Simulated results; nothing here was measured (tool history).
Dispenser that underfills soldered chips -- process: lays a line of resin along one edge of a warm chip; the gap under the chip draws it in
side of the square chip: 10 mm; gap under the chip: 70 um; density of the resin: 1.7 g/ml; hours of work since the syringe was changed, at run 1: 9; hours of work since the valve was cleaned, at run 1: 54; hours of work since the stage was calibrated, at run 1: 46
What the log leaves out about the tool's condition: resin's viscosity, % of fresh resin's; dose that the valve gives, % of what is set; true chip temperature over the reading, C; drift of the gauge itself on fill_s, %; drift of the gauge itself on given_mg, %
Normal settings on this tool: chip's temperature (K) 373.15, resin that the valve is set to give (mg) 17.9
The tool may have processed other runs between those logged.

run,day,chip's temperature (K),resin that the valve is set to give (mg),hours of work since the syringe was changed,hours of work since the valve was cleaned,hours of work since the stage was calibrated,time until the resin shows at the far edge (s),resin that the valve gave (mg)
1,0,373.15,17.9,9,54,46,70.9,17.3
2,0.125,373.15,17.9,11,56,48,78.9,17.27
# day 0.158: new syringe of resin
3,0.242,373.15,17.9,1,57,49,44.7,17.25
4,0.467,373.15,17.9,5,61,53,56.2,17.24
5,0.608,373.15,17.9,7,63,55,61.8,17.05
6,0.842,373.15,17.9,10,66,58,74.8,17.19
# day 0.958: new syringe of resin
7,1.004,373.15,17.9,1,68,61,43.3,16.99
8,1.188,373.15,17.9,3,71,63,50.6,16.87
9,1.408,373.15,17.9,7,74,66,60.4,16.97
10,1.658,384.15,17.9,10,78,70,47.1,17.03
# day 1.746: new syringe of resin
11,1.875,364.15,15.3,2,81,73,71.3,14.37
# day 1.954: dispensing valve cleaned and set on the balance
12,2.092,378.15,20.6,5,2,76,42.6,20.47
13,2.346,367.15,18.2,8,6,80,85,18.07
# day 2.592: new syringe of resin
14,2.592,367.15,18.2,0,9,83,52.6,17.96
15,2.838,361.15,18.9,4,13,87,84.6,18.61
16,3.029,361.15,18.9,7,16,90,101.1,18.7
17,3.283,361.15,18.9,10,20,93,126.2,18.54
# day 3.388: new syringe of resin
18,3.488,370.15,21.3,1,22,96,48.4,20.95
19,3.717,371.15,19.6,5,26,100,57.2,18.96

Forecast each of these 3 alternatives for the next run:
A,3.883,370.15,18.1,7,28,102,?,?
B,3.883,381.15,20.8,7,28,102,?,?
C,3.883,363.15,22.5,7,28,102,?,?

run,time until the resin shows at the far edge (s),resin that the valve gave (mg)
A,68.4,17.82
B,42.2,20.26
C,93.7,22.1
With the hidden condition removed and each run's random variation left untouched, the same runs would have given:
run,time until the resin shows at the far edge (s),resin that the valve gave (mg)
A,47,18.23
B,28.9,20.74
C,64.5,22.62
